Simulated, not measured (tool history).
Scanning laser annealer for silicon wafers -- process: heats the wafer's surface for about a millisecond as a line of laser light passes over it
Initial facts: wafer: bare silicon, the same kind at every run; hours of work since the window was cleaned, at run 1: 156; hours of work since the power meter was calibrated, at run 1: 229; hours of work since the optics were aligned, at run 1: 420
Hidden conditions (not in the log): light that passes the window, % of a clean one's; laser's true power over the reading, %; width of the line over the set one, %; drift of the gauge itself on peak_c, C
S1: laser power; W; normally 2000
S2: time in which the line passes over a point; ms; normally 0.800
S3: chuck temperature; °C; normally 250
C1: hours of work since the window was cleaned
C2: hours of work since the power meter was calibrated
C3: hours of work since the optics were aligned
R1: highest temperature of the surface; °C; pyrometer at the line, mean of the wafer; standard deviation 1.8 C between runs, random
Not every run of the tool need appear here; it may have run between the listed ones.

Run 1, day 0.000: usual settings; C1 156; C2 229; C3 420. Result: R1 1045 °C.
Run 2, day 0.488: usual settings but S1 1979 W; C1 164; C2 238; C3 429. Result: R1 1036 °C.
Run 3, day 0.817: usual settings but S1 1979 W; C1 170; C2 243; C3 434. Result: R1 1035 °C.
Run 4, day 1.108: usual settings but S1 1979 W; C1 175; C2 248; C3 439. Result: R1 1034 °C.
Run 5, day 1.692: usual settings; C1 185; C2 259; C3 450. Result: R1 1045 °C.
Run 6, day 2.250: usual settings; C1 195; C2 268; C3 459. Result: R1 1044 °C.
Run 7, day 2.733: usual settings; C1 203; C2 277; C3 468. Result: R1 1045 °C.
Run 8, day 3.050: usual settings; C1 209; C2 282; C3 473. Result: R1 1050 °C.
Run 9, day 3.525: usual settings but S2 0.699 ms; C1 217; C2 291; C3 482. Result: R1 994 °C.
Run 10, day 4.092: usual settings but S2 0.699 ms; C1 227; C2 301; C3 492. Result: R1 993 °C.
Run 11, day 4.433: usual settings but S2 0.699 ms; C1 233; C2 307; C3 498. Result: R1 993 °C.
Run 12, day 5.000: usual settings but S3 253 °C; C1 243; C2 317; C3 508. Result: R1 1048 °C.
Run 13, day 5.471: usual settings; C1 251; C2 325; C3 516. Result: R1 1044 °C.
Run 14, day 5.975: usual settings; C1 260; C2 334; C3 525. Result: R1 1048 °C.
Run 15, day 6.338: usual settings but S2 0.936 ms; C1 266; C2 340; C3 531. Result: R1 1111 °C.
Run 16, day 6.650: usual settings; C1 272; C2 345; C3 536. Result: R1 1045 °C.
Run 17, day 6.958: usual settings but S1 1706 W; C1 277; C2 351; C3 542. Result: R1 916 °C.
Run 18, day 7.217: usual settings but S1 2103 W, S3 287 °C; C1 282; C2 355; C3 546. Result: R1 1129 °C.
Run 19, day 7.575: usual settings but S1 2103 W, S3 287 °C; C1 288; C2 362; C3 553. Result: R1 1131 °C.
Run 20, day 7.979: usual settings but S1 2011 W, S2 0.847 ms; C1 295; C2 369; C3 560. Result: R1 1073 °C.
Run 21, day 8.492: usual settings but S1 2011 W, S2 0.623 ms, S3 283 °C; C1 304; C2 378; C3 569. Result: R1 991 °C.
Run 22, day 9.021: usual settings but S1 2046 W, S2 0.659 ms; C1 313; C2 387; C3 578. Result: R1 989 °C.
Run 23, day 9.288: usual settings but S2 0.926 ms, S3 229 °C; C1 318; C2 392; C3 583. Result: R1 1087 °C.
Run 24, day 9.679: usual settings but S1 2172 W, S2 0.752 ms, S3 240 °C; C1 325; C2 398; C3 590. Result: R1 1086 °C.
Run 25, day 10.138: usual settings but S1 2172 W, S2 0.752 ms, S3 240 °C; C1 333; C2 406; C3 597. Result: R1 1085 °C.
Run 26, day 10.554: usual settings but S1 2172 W, S2 0.752 ms, S3 240 °C; C1 340; C2 414; C3 605. Result: R1 1085 °C.
Run 27, day 10.838: usual settings but S1 1770 W, S2 0.949 ms, S3 259 °C; C1 345; C2 419; C3 610. Result: R1 1018 °C.
Run 28, day 11.204: usual settings but S1 1712 W, S2 0.949 ms, S3 259 °C; C1 352; C2 425; C3 616. Result: R1 989 °C.
Run 29, day 11.654: usual settings but S1 1972 W, S2 0.628 ms, S3 242 °C; C1 359; C2 433; C3 624. Result: R1 931 °C.
Run 30, day 11.942: usual settings but S1 1972 W, S2 0.628 ms, S3 242 °C; C1 364; C2 438; C3 629. Result: R1 934 °C.
Run 31, day 12.229: usual settings but S1 1782 W, S2 0.628 ms, S3 263 °C; C1 370; C2 443; C3 634. Result: R1 881 °C.
Run 32, day 12.529: usual settings but S1 1782 W, S2 0.628 ms, S3 263 °C; C1 375; C2 448; C3 639. Result: R1 884 °C.

Estimate the outcome of run 33 from the log above:
Run 33, day 12.842: usual settings but S1 1782 W, S2 0.628 ms, S3 263 °C; C1 380; C2 454; C3 645. Result: R1 ?.

Logged for run 33: R1 882 °C.
With no hidden state in the tool, this same run would have given R1 882 °C.
